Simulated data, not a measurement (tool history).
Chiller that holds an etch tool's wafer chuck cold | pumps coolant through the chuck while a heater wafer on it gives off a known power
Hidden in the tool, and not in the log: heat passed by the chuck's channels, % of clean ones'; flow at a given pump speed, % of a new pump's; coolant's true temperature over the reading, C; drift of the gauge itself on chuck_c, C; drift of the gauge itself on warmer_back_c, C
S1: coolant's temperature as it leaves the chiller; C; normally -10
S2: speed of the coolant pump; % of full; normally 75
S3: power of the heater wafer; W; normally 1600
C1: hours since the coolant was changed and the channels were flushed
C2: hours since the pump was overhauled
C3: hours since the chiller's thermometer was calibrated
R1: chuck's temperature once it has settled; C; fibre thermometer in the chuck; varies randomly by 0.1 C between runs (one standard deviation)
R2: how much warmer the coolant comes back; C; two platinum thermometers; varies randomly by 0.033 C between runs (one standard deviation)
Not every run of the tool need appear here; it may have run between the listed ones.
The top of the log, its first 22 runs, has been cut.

run 23 day=33.621 | S1=-11 S2=96 S3=1018 | C1=3143 C2=2412 C3=454 | R1=-1.3 R2=2.37
run 24 day=35.808 | S1=-12 S2=90 S3=1063 | C1=3195 C2=2465 C3=507 | R1=-1.5 R2=2.57
run 25 day=37.183 | S1=-5 S2=77 S3=1275 | C1=3228 C2=2498 C3=540 | R1=9.3 R2=3.61
run 26 day=38.258 | S1=-7 S2=62 S3=1275 | C1=3254 C2=2524 C3=566 | R1=9.6 R2=4.49
run 27 day=39.875 | S1=-5 S2=75 S3=1315 | C1=3293 C2=2562 C3=604 | R1=10 R2=3.91
run 28 day=41.792 | S1=-10 S2=75 S3=2032 | C1=3339 C2=2608 C3=650 | R1=13.2 R2=6
run 29 day=43.5 | S1=-10 S2=75 S3=2032 | C1=3380 C2=2649 C3=691 | R1=13.2 R2=6
run 30 day=45.288 | S1=-9 S2=75 S3=1564 | C1=3423 C2=2692 C3=734 | R1=8.7 R2=4.61
run 31 day=47.517 | S1=-16 S2=91 S3=1651 | C1=3476 C2=2746 C3=788 | R1=0.4 R2=3.96

Consider 5 possible next runs. They are alternatives, not a sequence: every one starts from the tool as it was left by run 31. What does each give?
run A day=49.738 | S1=-3 S2=91 S3=910 | C1=3530 C2=2799 C3=841 | R1=? R2=?
run B day=49.738 | S1=-16 S2=97 S3=1651 | C1=3530 C2=2799 C3=841 | R1=? R2=?
run C day=49.738 | S1=-13 S2=75 S3=1600 | C1=3530 C2=2799 C3=841 | R1=? R2=?
run D day=49.738 | S1=-13 S2=75 S3=1600 | C1=3530 C2=2799 C3=841 | R1=? R2=?
run E day=49.738 | S1=-4 S2=65 S3=966 | C1=3530 C2=2799 C3=841 | R1=? R2=?

run=A R1=6.1 R2=2.25
run=B R1=-0.5 R2=3.8
run=C R1=5.5 R2=4.69
run=D R1=5.3 R2=4.63
run=E R1=8.4 R2=3.3
Stripped of hidden state, with their random variation kept, the same runs would have yielded:
run=A R1=5 R2=2.17
run=B R1=-2.4 R2=3.65
run=C R1=3.4 R2=4.52
run=D R1=3.2 R2=4.45
run=E R1=7 R2=3.18

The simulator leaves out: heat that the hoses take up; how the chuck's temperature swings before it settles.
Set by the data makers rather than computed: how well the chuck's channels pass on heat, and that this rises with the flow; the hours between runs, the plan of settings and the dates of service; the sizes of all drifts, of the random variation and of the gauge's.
